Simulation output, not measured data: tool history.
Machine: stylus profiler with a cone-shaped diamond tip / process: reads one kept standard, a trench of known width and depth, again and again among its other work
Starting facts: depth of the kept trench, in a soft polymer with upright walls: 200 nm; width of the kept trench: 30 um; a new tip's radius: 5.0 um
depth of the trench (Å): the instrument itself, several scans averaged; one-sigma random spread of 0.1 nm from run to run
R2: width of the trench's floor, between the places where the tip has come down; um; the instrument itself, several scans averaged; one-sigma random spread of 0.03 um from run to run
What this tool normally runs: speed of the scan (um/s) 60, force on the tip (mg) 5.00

Run 1, hour 0.0: usual settings. Result: depth of the trench (Å) 2042.7, R2 27.08 um.
Run 2, hour 132.0: usual settings but force on the tip (mg) 14.18. Result: depth of the trench (Å) 2088.3, R2 26.98 um.
Run 3, hour 244.1: usual settings but speed of the scan (um/s) 76. Result: depth of the trench (Å) 2045.9, R2 26.74 um.
Run 4, hour 385.9: usual settings but speed of the scan (um/s) 76. Result: depth of the trench (Å) 2045.7, R2 26.50 um.
Run 5, hour 463.9: usual settings but speed of the scan (um/s) 76. Result: depth of the trench (Å) 2046.8, R2 26.44 um.
Run 6, hour 568.4: usual settings but speed of the scan (um/s) 76. Result: depth of the trench (Å) 2049.2, R2 26.28 um.
Run 7, hour 683.8: usual settings but speed of the scan (um/s) 76. Result: depth of the trench (Å) 2048.9, R2 26.19 um.
At hour 691.0: height scale calibrated on a step standard.
Run 8, hour 763.2: usual settings but speed of the scan (um/s) 238. Result: depth of the trench (Å) 2050.4, R2 25.94 um.
Run 9, hour 873.2: usual settings but speed of the scan (um/s) 238. Result: depth of the trench (Å) 2052.7, R2 25.79 um.
Run 10, hour 1005.6: usual settings but speed of the scan (um/s) 238. Result: depth of the trench (Å) 2055.2, R2 25.63 um.
Run 11, hour 1126.9: usual settings but speed of the scan (um/s) 45. Result: depth of the trench (Å) 2054.1, R2 25.80 um.
Run 12, hour 1217.1: usual settings but speed of the scan (um/s) 45. Result: depth of the trench (Å) 2057.9, R2 25.66 um.
Run 13, hour 1316.3: usual settings but speed of the scan (um/s) 33, force on the tip (mg) 4.01. Result: depth of the trench (Å) 2050.8, R2 25.56 um.
Run 14, hour 1377.1: usual settings but speed of the scan (um/s) 20, force on the tip (mg) 5.23. Result: depth of the trench (Å) 2058.9, R2 25.54 um.
At hour 1390.2: height scale calibrated on a step standard, once more.
Run 15, hour 1458.2: usual settings but speed of the scan (um/s) 85, force on the tip (mg) 8.51. Result: depth of the trench (Å) 2059.7, R2 25.43 um.
Run 16, hour 1555.8: usual settings but speed of the scan (um/s) 25, force on the tip (mg) 3.92. Result: depth of the trench (Å) 2036.9, R2 25.40 um.
Run 17, hour 1637.6: usual settings but force on the tip (mg) 2.23. Result: depth of the trench (Å) 2026.7, R2 25.35 um.
At hour 1697.6: new tip fitted, height scale calibrated.
Run 18, hour 1713.6: usual settings but force on the tip (mg) 2.23. Result: depth of the trench (Å) 2024.1, R2 27.10 um.
Run 19, hour 1850.1: usual settings but force on the tip (mg) 3.50. Result: depth of the trench (Å) 2035.0, R2 26.89 um.
Run 20, hour 1944.2: usual settings but speed of the scan (um/s) 21. Result: depth of the trench (Å) 2043.5, R2 26.82 um.

Hidden state or all else? Some run-to-run changes of depth of the trench (Å), split into what the settings, what came in and random variation would give without the hidden state, and what is left for the hidden state (with any gauge scatter that isn't in both results):
Hidden state present: radius of the tip, um; height scale over the true one, %; drift of the gauge itself on depth_nm, %; drift of the gauge itself on floor_um, %.
Run 1 -> 2: force on the tip (mg) 5.00 -> 14.18. depth of the trench (Å) +45.6: hidden state +1.2, all else +44.4.
Run 2 -> 3: speed of the scan (um/s) 60 -> 76, force on the tip (mg) 14.18 -> 5.00. depth of the trench (Å) -42.4: hidden state +0.8, all else -43.2.
Run 7 -> 8: speed of the scan (um/s) 76 -> 238, height scale calibrated on a step standard. depth of the trench (Å) +1.5: hidden state +2.9, all else -1.4.
Run 14 -> 15: speed of the scan (um/s) 20 -> 85, force on the tip (mg) 5.23 -> 8.51, height scale calibrated on a step standard, once more. depth of the trench (Å) +0.8: hidden state -14.7, all else +15.5.
